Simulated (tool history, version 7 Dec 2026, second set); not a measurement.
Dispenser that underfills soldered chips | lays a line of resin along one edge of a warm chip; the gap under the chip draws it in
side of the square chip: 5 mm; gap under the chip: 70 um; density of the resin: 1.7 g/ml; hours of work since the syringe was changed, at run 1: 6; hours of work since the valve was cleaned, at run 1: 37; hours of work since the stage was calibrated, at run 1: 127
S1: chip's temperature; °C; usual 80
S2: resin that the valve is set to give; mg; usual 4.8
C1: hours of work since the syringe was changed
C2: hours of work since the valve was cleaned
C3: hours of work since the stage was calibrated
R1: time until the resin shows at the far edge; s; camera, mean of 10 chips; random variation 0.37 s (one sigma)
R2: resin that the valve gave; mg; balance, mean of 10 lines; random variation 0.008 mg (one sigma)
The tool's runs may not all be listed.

run,day,S1,S2,C1,C2,C3,R1,R2
1,0,80,4.8,6,37,127,33.2,4.761
# day 0.029: new syringe of resin
2,0.292,80,4.8,5,42,132,30.4,4.747
# day 0.408: new syringe of resin
3,0.592,80,4.8,3,47,137,27.2,4.739
# day 0.767: dispensing valve cleaned and set on the balance
# day 0.821: new syringe of resin
4,0.879,76,4.8,1,2,141,27.1,4.794
5,1.042,76,4.8,4,5,144,34.3,4.794
6,1.162,80,4.8,6,7,146,32.9,4.797
# day 1.196: new syringe of resin
7,1.4,80,4.8,4,11,150,27,4.779
# day 1.571: new syringe of resin
8,1.679,95,4.8,2,16,155,11.4,4.773
9,1.825,80,4.94,5,18,158,29,4.918
# day 1.95: new syringe of resin
10,1.983,80,4.41,1,21,160,22.2,4.388
11,2.175,80,4.41,4,24,164,28.5,4.383
# day 2.325: new syringe of resin
12,2.354,80,4.8,1,28,167,21.3,4.76
13,2.558,80,4.8,4,31,171,28.7,4.763
# day 2.712: new syringe of resin
14,2.717,80,4.8,0,34,173,20.9,4.754
15,2.896,80,4.41,3,37,176,27.4,4.372
# day 3.083: new syringe of resin
16,3.188,82,4.52,2,42,182,21.9,4.462
# day 3.458: new syringe of resin
17,3.492,67,4.68,1,47,187,43.5,4.624
# day 3.621: dispensing valve cleaned and set on the balance
18,3.729,74,5.34,4,2,190,38.5,5.342
# day 3.875: new syringe of resin
19,3.983,74,5.34,2,6,195,32.4,5.327
# day 4.258: new syringe of resin
20,4.262,74,5.34,0,11,199,27.7,5.314
21,4.483,70,5.34,4,15,203,46.8,5.332
# day 4.638: new syringe of resin
22,4.746,79,4.16,2,20,208,26.1,4.132
# day 5.008: new syringe of resin
23,5.042,79,4.16,1,25,213,24.2,4.135
24,5.196,73,5.22,3,27,216,38.2,5.177
# day 5.375: new syringe of resin
25,5.392,85,5.57,0,31,219,16.5,5.523
26,5.633,85,5.57,5,35,224,22.4,5.506
# day 5.746: new syringe of resin
27,5.875,68,5.02,2,39,228,46.1,4.95
# day 6.117: new syringe of resin
28,6.175,80,5.21,1,45,233,21.6,5.13

Some steps in R1 between neighbouring runs. How much of each would the tool show without its hidden state too (settings, what came in, random variation), and how much is left for the hidden state, with any gauge scatter that isn't in both results?
The hidden state here: resin's viscosity, % of fresh resin's; dose that the valve gives, % of what is set; true chip temperature over the reading, C; drift of the gauge itself on fill_s, %; drift of the gauge itself on given_mg, %.
Run 17 -> 18: S1 67 -> 74, S2 4.68 -> 5.34, dispensing valve cleaned and set on the balance. R1 -5 s: hidden state +8.7, all else -13.7.
Run 20 -> 21: S1 74 -> 70. R1 +19.1 s: hidden state +11.9, all else +7.2.
Run 26 -> 27: S1 85 -> 68, S2 5.57 -> 5.02, new syringe of resin. R1 +23.7 s: hidden state +0, all else +23.7.
Run 27 -> 28: S1 68 -> 80, S2 5.02 -> 5.21, new syringe of resin. R1 -24.5 s: hidden state -5.1, all else -19.4.
